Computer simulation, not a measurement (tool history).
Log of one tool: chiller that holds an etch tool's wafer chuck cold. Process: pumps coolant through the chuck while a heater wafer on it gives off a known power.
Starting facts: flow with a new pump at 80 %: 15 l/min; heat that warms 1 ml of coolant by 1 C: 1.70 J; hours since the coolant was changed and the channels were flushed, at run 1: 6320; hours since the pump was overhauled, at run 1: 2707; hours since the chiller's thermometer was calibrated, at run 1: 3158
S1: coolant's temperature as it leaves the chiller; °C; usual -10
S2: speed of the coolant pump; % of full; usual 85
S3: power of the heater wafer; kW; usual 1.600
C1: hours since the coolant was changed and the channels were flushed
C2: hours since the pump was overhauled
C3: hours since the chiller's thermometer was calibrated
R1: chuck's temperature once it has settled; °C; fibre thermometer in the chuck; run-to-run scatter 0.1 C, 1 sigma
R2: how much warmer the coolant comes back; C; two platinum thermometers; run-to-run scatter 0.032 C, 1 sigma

run 1 hour=0.0 | S1=-10 S2=85 S3=1.600 | C1=6320 C2=2707 C3=3158 | R1=1.4 R2=3.53
run 2 hour=89.9 | S1=-10 S2=85 S3=1.475 | C1=6410 C2=2796 C3=3248 | R1=0.5 R2=3.25
run 3 hour=198.0 | S1=-13 S2=85 S3=1.475 | C1=6518 C2=2905 C3=3356 | R1=-2.5 R2=3.25
run 4 hour=270.9 | S1=-13 S2=85 S3=1.475 | C1=6591 C2=2977 C3=3429 | R1=-2.5 R2=3.26
run 5 hour=338.9 | S1=-13 S2=85 S3=1.475 | C1=6659 C2=3045 C3=3497 | R1=-2.4 R2=3.24
run 6 hour=409.2 | S1=-15 S2=85 S3=1.475 | C1=6729 C2=3116 C3=3567 | R1=-4.4 R2=3.26
run 7 hour=519.5 | S1=-15 S2=85 S3=1.475 | C1=6839 C2=3226 C3=3678 | R1=-4.4 R2=3.28
run 8 hour=601.0 | S1=-15 S2=85 S3=1.475 | C1=6921 C2=3308 C3=3759 | R1=-4.5 R2=3.24
run 9 hour=698.7 | S1=-10 S2=85 S3=0.848 | C1=7018 C2=3405 C3=3857 | R1=-3.7 R2=1.85
run 10 hour=781.9 | S1=-10 S2=85 S3=0.848 | C1=7102 C2=3488 C3=3940 | R1=-3.9 R2=1.85
run 11 hour=876.9 | S1=-10 S2=70 S3=1.600 | C1=7197 C2=3583 C3=4035 | R1=3.3 R2=4.41
run 12 hour=937.3 | S1=-10 S2=89 S3=1.600 | C1=7257 C2=3644 C3=4096 | R1=1.1 R2=3.33
run 13 hour=1003.0 | S1=-10 S2=89 S3=1.600 | C1=7323 C2=3710 C3=4161 | R1=1.1 R2=3.34
run 14 hour=1053.2 | S1=-10 S2=85 S3=1.600 | C1=7373 C2=3760 C3=4211 | R1=1.4 R2=3.54
run 15 hour=1153.3 | S1=-10 S2=85 S3=1.600 | C1=7473 C2=3860 C3=4312 | R1=1.5 R2=3.53
run 16 hour=1247.9 | S1=-10 S2=85 S3=1.600 | C1=7568 C2=3954 C3=4406 | R1=1.6 R2=3.49
run 17 hour=1334.4 | S1=-10 S2=85 S3=1.600 | C1=7654 C2=4041 C3=4493 | R1=1.4 R2=3.54
run 18 hour=1420.4 | S1=-17 S2=87 S3=0.934 | C1=7740 C2=4127 C3=4579 | R1=-10.5 R2=1.98
run 19 hour=1488.7 | S1=-8 S2=82 S3=1.600 | C1=7808 C2=4195 C3=4647 | R1=3.6 R2=3.68
run 20 hour=1576.4 | S1=-8 S2=85 S3=0.953 | C1=7896 C2=4283 C3=4735 | R1=-1.1 R2=2.09
run 21 hour=1648.1 | S1=-13 S2=68 S3=1.518 | C1=7968 C2=4355 C3=4806 | R1=-0.2 R2=4.32
run 22 hour=1733.1 | S1=-10 S2=73 S3=1.010 | C1=8053 C2=4440 C3=4891 | R1=-1.9 R2=2.59
run 23 hour=1821.9 | S1=-10 S2=73 S3=1.010 | C1=8142 C2=4528 C3=4980 | R1=-1.7 R2=2.66
run 24 hour=1888.9 | S1=-4 S2=93 S3=1.338 | C1=8209 C2=4596 C3=5047 | R1=5.2 R2=2.63
-- hour=1956.3 coolant changed, channels flushed
run 25 hour=1961.8 | S1=-14 S2=99 S3=2.352 | C1=5 C2=4662 C3=5114 | R1=1.2 R2=4.39
run 26 hour=2016.9 | S1=-14 S2=99 S3=2.352 | C1=61 C2=4717 C3=5169 | R1=1.3 R2=4.34
run 27 hour=2068.7 | S1=-14 S2=99 S3=2.352 | C1=112 C2=4769 C3=5221 | R1=1.3 R2=4.41
run 28 hour=2147.9 | S1=-14 S2=94 S3=0.946 | C1=192 C2=4849 C3=5300 | R1=-7.6 R2=1.91
run 29 hour=2196.2 | S1=-14 S2=94 S3=0.946 | C1=240 C2=4897 C3=5348 | R1=-8.0 R2=1.89
run 30 hour=2270.4 | S1=-14 S2=94 S3=0.946 | C1=314 C2=4971 C3=5423 | R1=-7.6 R2=1.87
run 31 hour=2367.2 | S1=-14 S2=94 S3=0.946 | C1=411 C2=5068 C3=5519 | R1=-7.8 R2=1.87
run 32 hour=2453.5 | S1=-12 S2=94 S3=2.164 | C1=497 C2=5154 C3=5606 | R1=2.5 R2=4.32
-- hour=2461.1 chiller's thermometer calibrated
run 33 hour=2511.0 | S1=-12 S2=65 S3=1.359 | C1=554 C2=5211 C3=50 | R1=-0.3 R2=4.00

3 ways to go on from here, each from the tool as it stands after run 33. What would each give?
run A hour=2574.8 | S1=-12 S2=65 S3=1.264 | C1=618 C2=5274 C3=114 | R1=? R2=?
run B hour=2574.8 | S1=-15 S2=71 S3=1.325 | C1=618 C2=5274 C3=114 | R1=? R2=?
run C hour=2574.8 | S1=-1 S2=80 S3=0.843 | C1=618 C2=5274 C3=114 | R1=? R2=?

run=A R1=-1.2 R2=3.76
run=B R1=-4.1 R2=3.53
run=C R1=5.3 R2=2.01
Stripped of hidden state, with their random variation kept, the same runs would have yielded:
run=A R1=-1.2 R2=3.76
run=B R1=-4.1 R2=3.53
run=C R1=5.3 R2=2.01
